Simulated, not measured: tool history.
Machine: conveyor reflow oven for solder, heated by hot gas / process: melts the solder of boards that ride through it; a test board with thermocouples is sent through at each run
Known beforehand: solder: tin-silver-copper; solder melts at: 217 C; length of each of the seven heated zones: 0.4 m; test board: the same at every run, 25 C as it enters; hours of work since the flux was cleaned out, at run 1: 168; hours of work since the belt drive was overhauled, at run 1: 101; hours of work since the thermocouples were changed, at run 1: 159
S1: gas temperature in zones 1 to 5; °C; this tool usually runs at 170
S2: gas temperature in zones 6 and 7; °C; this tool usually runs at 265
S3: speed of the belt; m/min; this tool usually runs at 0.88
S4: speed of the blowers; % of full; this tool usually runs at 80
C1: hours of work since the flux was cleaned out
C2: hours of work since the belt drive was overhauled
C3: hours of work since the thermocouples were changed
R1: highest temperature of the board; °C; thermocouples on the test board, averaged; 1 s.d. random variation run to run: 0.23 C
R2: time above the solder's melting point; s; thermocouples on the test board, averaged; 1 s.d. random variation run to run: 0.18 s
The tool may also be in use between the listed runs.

run   hour   S1   S2     S3  S4   C1   C2   C3     R1    R2
  1      0  170  265   0.88  80  168  101  159    248  37.4
  2    9.5  170  265   0.88  80  173  106  164  247.8  37.6
  3   19.3  170  265   0.88  80  177  110  169  248.5  37.5
  4   28.2  170  265   0.88  80  182  115  173  247.9  37.3
  5     36  170  265   0.88  80  185  118  176  248.3  37.2
  6   48.4  170  265   0.88  80  191  124  182    248  37.2
  7   56.7  170  265   0.88  80  195  128  186  248.4  37.4
  8   62.7  170  265   0.88  80  198  131  189  247.9  36.9
  9   72.5  170  265   0.74  80  203  136  194  253.3    49
 10   78.2  170  265   0.88  80  205  138  197  248.3  37.4
 11   88.3  170  265   0.88  80  210  143  201  248.2    37
 12   94.9  170  265   0.88  80  213  146  205    248    37
 13  107.9  170  265   0.88  80  220  153  211  247.9  36.8
 14  116.7  170  265   0.88  80  224  157  215  247.8  36.9
 15  126.7  170  265   0.88  80  229  162  220  247.2  37.2
 16  138.6  170  269   0.88  80  234  167  226  250.9  38.8
 17  147.9  170  256   0.88  64  239  172  230  236.9  28.1
 18  157.1  170  278  1.022  64  243  176  234  247.7  30.7
 19  163.9  165  265  0.781  81  246  179  238  250.8  43.1
 20  176.9  170  265  0.895  61  253  186  244  242.8  31.9
 21  190.7  170  271   0.88  62  259  192  250  248.4  36.4
 22  201.1  170  271   0.88  62  264  197  255  248.4  36.2
       212  -- flux residue cleaned out of gas plates and filters
 23  212.5  170  271   0.88  62    0  200  258  250.8  38.6
 24  226.3  170  271   0.88  62    7  207  265  250.7  38.1
 25  233.9  170  271  0.728  80   10  210  269  260.5  53.8
 26    240  162  261  0.785  77   13  213  272  248.4  40.6
 27  249.5  161  275  1.047  58   18  218  276  242.7  24.6
 28  261.1  170  265  0.709  80   23  223  282  255.2    53
 29  267.6  182  274   0.88  66   27  226  285    257    45
 30  278.8  175  260   0.97  65   32  232  290  239.6  28.5

Pick out some run-to-run changes in R1. Of each, how much would a tool without hidden state show as well, from the settings, what came in and chance, and how much is left for the hidden state and any gauge scatter not in both results compared?
Hidden state at play: heat that the gas passes to the board, % of a clean oven's; belt's true speed, % of the reading; true gas temperature in zones 6 and 7 over the reading, C; drift of the gauge itself on peak_c, C; drift of the gauge itself on liquid_s, %.
Run 16 -> 17: S2 269 -> 256, S4 80 -> 64. R1 -14 °C: hidden state +0.2, all else -14.2.
Run 17 -> 18: S2 256 -> 278, S3 0.88 -> 1.022. R1 +10.8 °C: hidden state -0.8, all else +11.6.
Run 18 -> 19: S1 170 -> 165, S2 278 -> 265, S3 1.022 -> 0.781, S4 64 -> 81. R1 +3.1 °C: hidden state +0.8, all else +2.3.
Run 22 -> 23: flux residue cleaned out of gas plates and filters. R1 +2.4 °C: hidden state +2.4, all else +0.
Run 27 -> 28: S1 161 -> 170, S2 275 -> 265, S3 1.047 -> 0.709, S4 58 -> 80. R1 +12.5 °C: hidden state +0.2, all else +12.3.
Run 29 -> 30: S1 182 -> 175, S2 274 -> 260, S3 0.88 -> 0.97, S4 66 -> 65. R1 -17.4 °C: hidden state -0.2, all else -17.2.
